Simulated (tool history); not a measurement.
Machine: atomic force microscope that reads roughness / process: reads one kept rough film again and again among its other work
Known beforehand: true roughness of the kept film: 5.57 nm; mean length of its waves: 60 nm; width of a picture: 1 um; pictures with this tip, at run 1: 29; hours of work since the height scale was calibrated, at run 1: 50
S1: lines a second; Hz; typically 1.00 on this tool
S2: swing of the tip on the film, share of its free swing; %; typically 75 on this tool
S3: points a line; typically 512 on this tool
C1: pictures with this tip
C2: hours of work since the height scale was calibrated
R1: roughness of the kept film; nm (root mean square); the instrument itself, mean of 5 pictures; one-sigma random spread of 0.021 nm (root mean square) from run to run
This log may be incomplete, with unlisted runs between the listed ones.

run   hour    S1  S2   S3   C1   C2     R1
  1    0.0  1.00  75  512   29   50  5.125
  2   15.9  1.00  75  843   49   59  5.064
  3   34.9  1.00  75  667   73   68  5.072
  4   66.6  1.00  75  667  113   84  5.065
  5   91.3  1.00  75  667  144   97  5.063
  6  108.5  1.00  75  667  166  106  5.056
  7  133.0  1.00  75  667  197  118  5.082
  8  155.2  1.06  75  512  225  130  5.078
  9  186.8  1.06  75  512  265  146  5.054
 10  208.5  0.59  75  512  292  157  5.149
 11  221.8  0.59  75  512  309  164  5.121
 12  246.8  0.59  75  512  341  177  5.113
     259.8  -- new tip fitted
 13  278.6  0.59  75  512   24  192  5.181
 14  302.7  1.26  75  512   55  205  5.051
 15  325.5  1.26  75  512   84  216  5.023
 16  350.8  1.26  69  552  115  229  5.073
 17  369.8  1.26  69  552  140  239  5.111
 18  385.1  1.26  69  552  159  247  5.108
 19  414.7  1.26  69  552  196  262  5.086
 20  433.8  1.26  69  552  220  272  5.086
 21  463.0  3.23  82  258  257  287  4.549
 22  476.7  0.50  75  512  275  294  5.177
 23  499.8  1.97  55  935  304  305  5.150
 24  514.1  3.49  74  666  322  313  4.730
     542.4  -- new tip fitted
 25  544.0  1.83  72  350    2  328  4.943
 26  560.5  3.74  83  394   23  336  4.447
 27  589.0  3.74  82  519   59  351  4.504
 28  602.0  1.00  60  466   75  357  5.167
 29  620.9  0.91  63  651   99  367  5.157

Alternative continuations, all from the tool just after run 29; predict every row:
  A  641.8  1.00  63  512  126  378   ?
  B  641.8  2.21  79  720  126  378   ?
  C  641.8  0.91  74  651  126  378   ?

run     R1
  A  5.209
  B  4.830
  C  5.125
With no hidden state in the tool, these same runs would have given:
run     R1
  A  5.217
  B  4.837
  C  5.132
